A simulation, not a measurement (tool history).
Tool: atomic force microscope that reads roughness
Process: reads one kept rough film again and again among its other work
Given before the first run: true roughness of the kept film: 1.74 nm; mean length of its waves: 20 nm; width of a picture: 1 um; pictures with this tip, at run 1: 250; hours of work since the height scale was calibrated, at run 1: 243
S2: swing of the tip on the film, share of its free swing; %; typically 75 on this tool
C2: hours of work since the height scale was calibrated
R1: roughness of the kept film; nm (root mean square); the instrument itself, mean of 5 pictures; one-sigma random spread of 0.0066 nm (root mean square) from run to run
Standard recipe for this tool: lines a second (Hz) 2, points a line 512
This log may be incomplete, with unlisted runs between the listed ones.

Run 1, hour 0: usual settings; pictures with this tip 250; C2 243. Result: R1 1.293 nm (root mean square).
Run 2, hour 6.2: usual settings; pictures with this tip 256; C2 247. Result: R1 1.312 nm (root mean square).
Run 3, hour 14.8: usual settings; pictures with this tip 264; C2 252. Result: R1 1.305 nm (root mean square).
Run 4, hour 19.1: usual settings; pictures with this tip 269; C2 255. Result: R1 1.305 nm (root mean square).
Run 5, hour 26.5: usual settings; pictures with this tip 276; C2 260. Result: R1 1.308 nm (root mean square).
Run 6, hour 30.6: usual settings; pictures with this tip 280; C2 262. Result: R1 1.306 nm (root mean square).
Run 7, hour 35.5: usual settings; pictures with this tip 285; C2 265. Result: R1 1.31 nm (root mean square).
Run 8, hour 44.4: usual settings; pictures with this tip 294; C2 271. Result: R1 1.295 nm (root mean square).
Run 9, hour 51.2: usual settings but lines a second (Hz) 0.66; pictures with this tip 300; C2 275. Result: R1 1.455 nm (root mean square).
Run 10, hour 56.1: usual settings but lines a second (Hz) 2.11; pictures with this tip 305; C2 278. Result: R1 1.281 nm (root mean square).
Run 11, hour 64.9: usual settings but lines a second (Hz) 2.11; pictures with this tip 314; C2 284. Result: R1 1.29 nm (root mean square).
Run 12, hour 74: usual settings but lines a second (Hz) 2.11; pictures with this tip 323; C2 290. Result: R1 1.308 nm (root mean square).
Run 13, hour 81.4: usual settings but lines a second (Hz) 0.77; pictures with this tip 330; C2 295. Result: R1 1.431 nm (root mean square).
Run 14, hour 90.7: usual settings but lines a second (Hz) 0.77; pictures with this tip 339; C2 301. Result: R1 1.438 nm (root mean square).
Run 15, hour 100.1: usual settings but lines a second (Hz) 0.77; pictures with this tip 348; C2 307. Result: R1 1.429 nm (root mean square).
At hour 105.3: new tip fitted.
Run 16, hour 108.5: usual settings; pictures with this tip 3; C2 312. Result: R1 1.306 nm (root mean square).
Run 17, hour 112.5: usual settings; pictures with this tip 7; C2 314. Result: R1 1.316 nm (root mean square).
Run 18, hour 117: usual settings; pictures with this tip 11; C2 317. Result: R1 1.297 nm (root mean square).
Run 19, hour 121.9: usual settings but S2 60 %; pictures with this tip 16; C2 320. Result: R1 1.436 nm (root mean square).
Run 20, hour 130.7: usual settings but lines a second (Hz) 2.36, S2 88 %; pictures with this tip 25; C2 326. Result: R1 1.102 nm (root mean square).
Run 21, hour 139.8: usual settings but points a line 603; pictures with this tip 34; C2 332. Result: R1 1.313 nm (root mean square).
Run 22, hour 148.9: usual settings but points a line 736; pictures with this tip 43; C2 338. Result: R1 1.314 nm (root mean square).
Run 23, hour 157.2: usual settings but S2 58 %, points a line 736; pictures with this tip 51; C2 343. Result: R1 1.458 nm (root mean square).
Run 24, hour 164.1: usual settings but S2 58 %, points a line 736; pictures with this tip 58; C2 347. Result: R1 1.466 nm (root mean square).
Run 25, hour 170.4: usual settings but lines a second (Hz) 0.93, S2 58 %, points a line 379; pictures with this tip 64; C2 351. Result: R1 1.484 nm (root mean square).
Run 26, hour 179.3: usual settings but lines a second (Hz) 0.93, S2 58 %, points a line 379; pictures with this tip 73; C2 357. Result: R1 1.495 nm (root mean square).
Run 27, hour 186.2: usual settings but lines a second (Hz) 2.7, S2 59 %; pictures with this tip 79; C2 361. Result: R1 1.399 nm (root mean square).
Run 28, hour 192.2: usual settings but lines a second (Hz) 2.7, S2 59 %; pictures with this tip 85; C2 365. Result: R1 1.407 nm (root mean square).
Run 29, hour 196.3: usual settings but S2 66 %, points a line 613; pictures with this tip 89; C2 368. Result: R1 1.406 nm (root mean square).

Run 30 comes next. What will it give?
Run 30, hour 200.7: usual settings but S2 59 %; pictures with this tip 94; C2 371. Result: R1 ?.

Logged for run 30: R1 1.433 nm (root mean square).
Had the tool carried no hidden state, the very same run would have given R1 1.435 nm (root mean square).
